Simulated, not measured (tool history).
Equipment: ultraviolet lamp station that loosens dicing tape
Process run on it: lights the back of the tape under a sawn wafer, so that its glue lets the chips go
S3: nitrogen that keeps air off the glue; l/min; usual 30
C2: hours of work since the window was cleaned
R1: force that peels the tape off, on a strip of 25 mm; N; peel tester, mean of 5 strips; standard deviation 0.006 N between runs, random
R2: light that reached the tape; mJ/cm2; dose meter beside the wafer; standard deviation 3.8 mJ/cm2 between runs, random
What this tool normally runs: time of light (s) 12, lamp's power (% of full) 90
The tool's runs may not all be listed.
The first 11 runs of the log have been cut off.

run 12 hour=132.4 | time_of_light_(s)=12 lamp's_power_(%_of_full)=90 S3=11 | hours_of_work_of_the_lamp=548 C2=31 | R1=0.666 R2=474
run 13 hour=141.9 | time_of_light_(s)=12 lamp's_power_(%_of_full)=94 S3=30 | hours_of_work_of_the_lamp=556 C2=38 | R1=0.308 R2=488
run 14 hour=152.2 | time_of_light_(s)=12 lamp's_power_(%_of_full)=94 S3=30 | hours_of_work_of_the_lamp=564 C2=46 | R1=0.299 R2=484
run 15 hour=164 | time_of_light_(s)=12 lamp's_power_(%_of_full)=94 S3=30 | hours_of_work_of_the_lamp=573 C2=55 | R1=0.308 R2=488
run 16 hour=179.7 | time_of_light_(s)=12 lamp's_power_(%_of_full)=94 S3=30 | hours_of_work_of_the_lamp=586 C2=68 | R1=0.326 R2=476
run 17 hour=188.7 | time_of_light_(s)=12 lamp's_power_(%_of_full)=94 S3=30 | hours_of_work_of_the_lamp=593 C2=75 | R1=0.327 R2=469
run 18 hour=202.3 | time_of_light_(s)=12 lamp's_power_(%_of_full)=94 S3=30 | hours_of_work_of_the_lamp=603 C2=86 | R1=0.335 R2=468
run 19 hour=217.3 | time_of_light_(s)=12 lamp's_power_(%_of_full)=69 S3=30 | hours_of_work_of_the_lamp=615 C2=97 | R1=0.783 R2=340
run 20 hour=233.1 | time_of_light_(s)=12 lamp's_power_(%_of_full)=90 S3=13 | hours_of_work_of_the_lamp=628 C2=110 | R1=0.704 R2=435
run 21 hour=247.3 | time_of_light_(s)=12 lamp's_power_(%_of_full)=90 S3=30 | hours_of_work_of_the_lamp=639 C2=121 | R1=0.412 R2=433
run 22 hour=256.4 | time_of_light_(s)=12 lamp's_power_(%_of_full)=90 S3=30 | hours_of_work_of_the_lamp=646 C2=128 | R1=0.424 R2=437
run 23 hour=266.7 | time_of_light_(s)=12 lamp's_power_(%_of_full)=84 S3=30 | hours_of_work_of_the_lamp=654 C2=136 | R1=0.527 R2=403
run 24 hour=276.9 | time_of_light_(s)=12 lamp's_power_(%_of_full)=67 S3=30 | hours_of_work_of_the_lamp=662 C2=144 | R1=0.911 R2=315
run 25 hour=291 | time_of_light_(s)=12 lamp's_power_(%_of_full)=67 S3=30 | hours_of_work_of_the_lamp=673 C2=155 | R1=0.903 R2=318
run 26 hour=300.3 | time_of_light_(s)=12 lamp's_power_(%_of_full)=67 S3=30 | hours_of_work_of_the_lamp=680 C2=163 | R1=0.935 R2=314
run 27 hour=310.6 | time_of_light_(s)=12 lamp's_power_(%_of_full)=67 S3=30 | hours_of_work_of_the_lamp=689 C2=171 | R1=0.972 R2=309
run 28 hour=318.7 | time_of_light_(s)=12 lamp's_power_(%_of_full)=63 S3=30 | hours_of_work_of_the_lamp=695 C2=177 | R1=1.086 R2=291
run 29 hour=332.8 | time_of_light_(s)=12 lamp's_power_(%_of_full)=87 S3=41 | hours_of_work_of_the_lamp=706 C2=188 | R1=0.433 R2=392
run 30 hour=342 | time_of_light_(s)=12 lamp's_power_(%_of_full)=87 S3=41 | hours_of_work_of_the_lamp=713 C2=195 | R1=0.455 R2=389
run 31 hour=352.5 | time_of_light_(s)=17 lamp's_power_(%_of_full)=90 S3=30 | hours_of_work_of_the_lamp=722 C2=204 | R1=0.22 R2=569
run 32 hour=365.9 | time_of_light_(s)=17 lamp's_power_(%_of_full)=90 S3=30 | hours_of_work_of_the_lamp=732 C2=214 | R1=0.216 R2=568

For run 33, what comes out?
run 33 hour=376.9 | time_of_light_(s)=17 lamp's_power_(%_of_full)=90 S3=21 | hours_of_work_of_the_lamp=741 C2=223 | R1=? R2=?

{"run 33": {"R1": 0.259, "R2": 556}}
With the hidden condition absent and the run-to-run variation left alone, this run would have shown R1 0.119 N, R2 894 mJ/cm2.
